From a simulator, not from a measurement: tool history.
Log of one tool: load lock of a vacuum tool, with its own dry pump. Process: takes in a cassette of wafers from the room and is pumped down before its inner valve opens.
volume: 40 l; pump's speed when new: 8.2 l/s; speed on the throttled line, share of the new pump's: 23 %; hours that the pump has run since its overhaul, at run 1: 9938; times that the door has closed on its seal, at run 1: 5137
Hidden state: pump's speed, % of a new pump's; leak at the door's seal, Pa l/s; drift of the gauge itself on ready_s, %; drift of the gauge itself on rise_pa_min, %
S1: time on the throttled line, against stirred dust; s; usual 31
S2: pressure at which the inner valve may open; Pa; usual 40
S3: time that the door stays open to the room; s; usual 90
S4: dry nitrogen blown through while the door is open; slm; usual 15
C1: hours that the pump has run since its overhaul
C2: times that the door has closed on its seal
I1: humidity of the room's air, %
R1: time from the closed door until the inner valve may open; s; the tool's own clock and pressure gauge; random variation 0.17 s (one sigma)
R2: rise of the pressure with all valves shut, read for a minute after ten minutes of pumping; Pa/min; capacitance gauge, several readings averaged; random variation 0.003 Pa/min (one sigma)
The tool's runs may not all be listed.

run 1 hour=0 | S1=31 S2=40 S3=90 S4=15 | C1=9938 C2=5137 | I1=44.6 | R1=62 R2=0.027
run 2 hour=190.5 | S1=31 S2=73 S3=90 S4=15 | C1=10128 C2=5745 | I1=43.4 | R1=58.9 R2=0.029
run 3 hour=398.2 | S1=31 S2=73 S3=90 S4=15 | C1=10336 C2=6407 | I1=45.7 | R1=59 R2=0.025
run 4 hour=581.4 | S1=31 S2=73 S3=90 S4=15 | C1=10519 C2=6992 | I1=48.8 | R1=59.3 R2=0.027
run 5 hour=947.1 | S1=31 S2=73 S3=90 S4=15 | C1=10885 C2=8158 | I1=43.1 | R1=59.2 R2=0.026
run 6 hour=1317.2 | S1=31 S2=73 S3=90 S4=15 | C1=11255 C2=9338 | I1=44.1 | R1=59.2 R2=0.027
run 7 hour=1580 | S1=31 S2=73 S3=90 S4=15 | C1=11518 C2=10176 | I1=41.1 | R1=59.3 R2=0.027
run 8 hour=1803.2 | S1=31 S2=30 S3=90 S4=15 | C1=11741 C2=10888 | I1=48.1 | R1=63.8 R2=0.029
run 9 hour=2079.1 | S1=31 S2=30 S3=90 S4=15 | C1=12017 C2=11768 | I1=44 | R1=63.6 R2=0.027
run 10 hour=2401.6 | S1=31 S2=79 S3=90 S4=15 | C1=12339 C2=12796 | I1=44.8 | R1=58.5 R2=0.025
run 11 hour=2700 | S1=24 S2=40 S3=90 S4=15 | C1=12638 C2=13748 | I1=48.1 | R1=56.9 R2=0.033
run 12 hour=2915.5 | S1=24 S2=40 S3=90 S4=15 | C1=12853 C2=14435 | I1=43.9 | R1=56.3 R2=0.027
run 13 hour=3208.9 | S1=31 S2=40 S3=90 S4=15 | C1=13147 C2=15371 | I1=44.8 | R1=62 R2=0.024
run 14 hour=3501.3 | S1=31 S2=40 S3=90 S4=15 | C1=13439 C2=16303 | I1=45.7 | R1=62.2 R2=0.024
run 15 hour=3784.3 | S1=31 S2=40 S3=90 S4=15 | C1=13722 C2=17206 | I1=42.4 | R1=62.1 R2=0.026
run 16 hour=4089 | S1=31 S2=40 S3=90 S4=15 | C1=14027 C2=18177 | I1=43.4 | R1=62.1 R2=0.026
run 17 hour=4261.4 | S1=59 S2=35 S3=90 S4=15 | C1=14199 C2=18727 | I1=44.6 | R1=84.8 R2=0.03
run 18 hour=4462.4 | S1=33 S2=35 S3=90 S4=15 | C1=14400 C2=19368 | I1=47.8 | R1=64.1 R2=0.032
run 19 hour=4671.7 | S1=37 S2=35 S3=29 S4=11 | C1=14609 C2=20036 | I1=45.4 | R1=67.3 R2=0.024

Run 20 comes next. What will it give?
run 20 hour=4894.5 | S1=35 S2=53 S3=29 S4=11 | C1=14832 C2=20746 | I1=45.6 | R1=? R2=?

R1: 63.6 s
R2: 0.021 Pa/min
Without the tool's hidden state the same run would have given R1 63.6 s, R2 0.02 Pa/min.
